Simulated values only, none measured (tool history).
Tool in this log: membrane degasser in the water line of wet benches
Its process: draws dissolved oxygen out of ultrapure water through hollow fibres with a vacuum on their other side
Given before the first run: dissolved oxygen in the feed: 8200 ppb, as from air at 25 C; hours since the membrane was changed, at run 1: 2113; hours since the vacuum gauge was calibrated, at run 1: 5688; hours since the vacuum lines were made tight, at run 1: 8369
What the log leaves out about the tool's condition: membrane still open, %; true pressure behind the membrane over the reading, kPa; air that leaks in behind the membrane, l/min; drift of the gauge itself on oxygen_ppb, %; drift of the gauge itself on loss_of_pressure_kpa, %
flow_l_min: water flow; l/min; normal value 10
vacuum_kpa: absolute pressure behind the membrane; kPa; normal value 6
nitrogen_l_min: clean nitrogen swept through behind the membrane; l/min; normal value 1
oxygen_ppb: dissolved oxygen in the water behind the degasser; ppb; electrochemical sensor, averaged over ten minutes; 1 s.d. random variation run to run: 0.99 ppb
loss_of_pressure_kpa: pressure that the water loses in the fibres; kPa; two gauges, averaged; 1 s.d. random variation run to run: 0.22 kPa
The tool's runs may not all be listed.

| run | hour | flow_l_min | vacuum_kpa | nitrogen_l_min | hours since the membrane was changed | hours since the vacuum gauge was calibrated | hours since the vacuum lines were made tight | oxygen_ppb | loss_of_pressure_kpa |
|---|---|---|---|---|---|---|---|---|---|
| 1 | 0 | 10 | 6 | 1 | 2113 | 5688 | 8369 | 105.2 | 55.49 |
| 2 | 175.2 | 10 | 6 | 1 | 2288 | 5863 | 8545 | 108.3 | 55.68 |
| 3 | 309.9 | 10 | 6 | 1 | 2423 | 5998 | 8679 | 106.4 | 55.44 |
| 4 | 450.3 | 10 | 6 | 1 | 2563 | 6138 | 8820 | 106.9 | 55.84 |
| 5 | 578.8 | 10 | 6 | 1 | 2692 | 6267 | 8948 | 106.8 | 55.54 |
| 6 | 702.5 | 10 | 6 | 1 | 2815 | 6391 | 9072 | 106.4 | 55.73 |
| 7 | 813.1 | 10 | 7.18 | 1 | 2926 | 6501 | 9183 | 137.6 | 55.79 |
| 8 | 990.7 | 10 | 7.18 | 1 | 3104 | 6679 | 9360 | 133.9 | 56.01 |
| 9 | 1161.2 | 10 | 7.18 | 1 | 3274 | 6849 | 9531 | 136 | 55.9 |
| 10 | 1313.7 | 10 | 7.18 | 1 | 3427 | 7002 | 9683 | 136.2 | 55.52 |
| 11 | 1463.1 | 10 | 4.78 | 1 | 3576 | 7151 | 9833 | 79.8 | 55.81 |
| 12 | 1632.5 | 10 | 6 | 1 | 3745 | 7321 | 10002 | 107.2 | 56.39 |
|  | 1690.4 | vacuum gauge calibrated |
| 13 | 1736 | 10 | 6 | 1 | 3848 | 46 | 10105 | 109.8 | 55.98 |
| 14 | 1900.1 | 10 | 3.93 | 1 | 4012 | 210 | 10269 | 62.7 | 55.9 |
| 15 | 2033.6 | 10 | 3.93 | 1 | 4146 | 343 | 10403 | 63 | 56.21 |
| 16 | 2151.5 | 10 | 6 | 0.68 | 4264 | 461 | 10520 | 147.7 | 56.48 |
| 17 | 2360 | 9 | 6.62 | 2.36 | 4472 | 670 | 10729 | 59 | 50.77 |
| 18 | 2548.5 | 9 | 6.62 | 2.36 | 4661 | 858 | 10917 | 60 | 50.91 |
| 19 | 2677.3 | 13 | 14.92 | 1.8 | 4790 | 987 | 11046 | 300.9 | 73.34 |
| 20 | 2886.2 | 13 | 14.92 | 1.8 | 4999 | 1196 | 11255 | 299.4 | 73.28 |
|  | 2930.9 | vacuum gauge calibrated, once more |
| 21 | 3060.3 | 13 | 14.92 | 1.8 | 5172 | 129 | 11429 | 285.6 | 72.91 |
| 22 | 3211.5 | 6 | 6 | 0.42 | 5323 | 281 | 11580 | 99.6 | 33.68 |
| 23 | 3411.1 | 12 | 5.95 | 0.77 | 5523 | 480 | 11780 | 163.9 | 67.48 |
|  | 3559.8 | seals of the vacuum lines changed |
| 24 | 3594.1 | 12 | 5.95 | 0.77 | 5704 | 661 | 34 | 161.7 | 67.78 |
| 25 | 3777.2 | 9 | 6 | 1 | 5887 | 844 | 217 | 82.4 | 51.29 |
| 26 | 3868 | 14 | 9.43 | 2.66 | 5978 | 935 | 308 | 185.2 | 78.74 |
| 27 | 4017.2 | 11 | 6 | 1 | 6127 | 1084 | 457 | 121.8 | 62.5 |
| 28 | 4212.3 | 7 | 7.2 | 0.64 | 6322 | 1279 | 652 | 111 | 39.69 |
| 29 | 4406.6 | 7 | 6.7 | 0.69 | 6516 | 1474 | 847 | 91.9 | 39.51 |
| 30 | 4628.4 | 12 | 6.73 | 2.51 | 6738 | 1696 | 1069 | 111.3 | 68.37 |
| 31 | 4750.5 | 12 | 6.73 | 2.51 | 6860 | 1818 | 1191 | 108.4 | 68.29 |
| 32 | 4865.5 | 13 | 14.36 | 2.25 | 6975 | 1933 | 1306 | 244.3 | 73.92 |

Take each entry between the runs: how does the hidden state at the last listed run before it differ from the hidden state at the first listed run after it?
In the gap between runs 12 and 13: vacuum gauge calibrated (hour 1690.4)
  true pressure behind the membrane over the reading, kPa: 0.38 -> 0.45; air that leaks in behind the membrane, l/min: 0.0175 -> 0.0176
  what was measured, less what the result would be without the hidden state, oxygen_ppb: +14.2 -> +16.3 ppb; loss_of_pressure_kpa: +1.01 -> +1.03 kPa
In the gap between runs 20 and 21: vacuum gauge calibrated, once more (hour 2930.9)
  membrane still open, %: 97.6 -> 97.5; true pressure behind the membrane over the reading, kPa: 0.52 -> -0.04; air that leaks in behind the membrane, l/min: 0.0194 -> 0.0196
  what was measured, less what the result would be without the hidden state, oxygen_ppb: +24.6 -> +15.3 ppb; loss_of_pressure_kpa: +1.77 -> +1.82 kPa
In the gap between runs 23 and 24: seals of the vacuum lines changed (hour 3559.8)
  membrane still open, %: 97.3 -> 97.2; true pressure behind the membrane over the reading, kPa: -0.02 -> -0.01; air that leaks in behind the membrane, l/min: 0.0201 -> 0.0022
  what was measured, less what the result would be without the hidden state, oxygen_ppb: +10.1 -> +8 ppb; loss_of_pressure_kpa: +1.8 -> +1.88 kPa
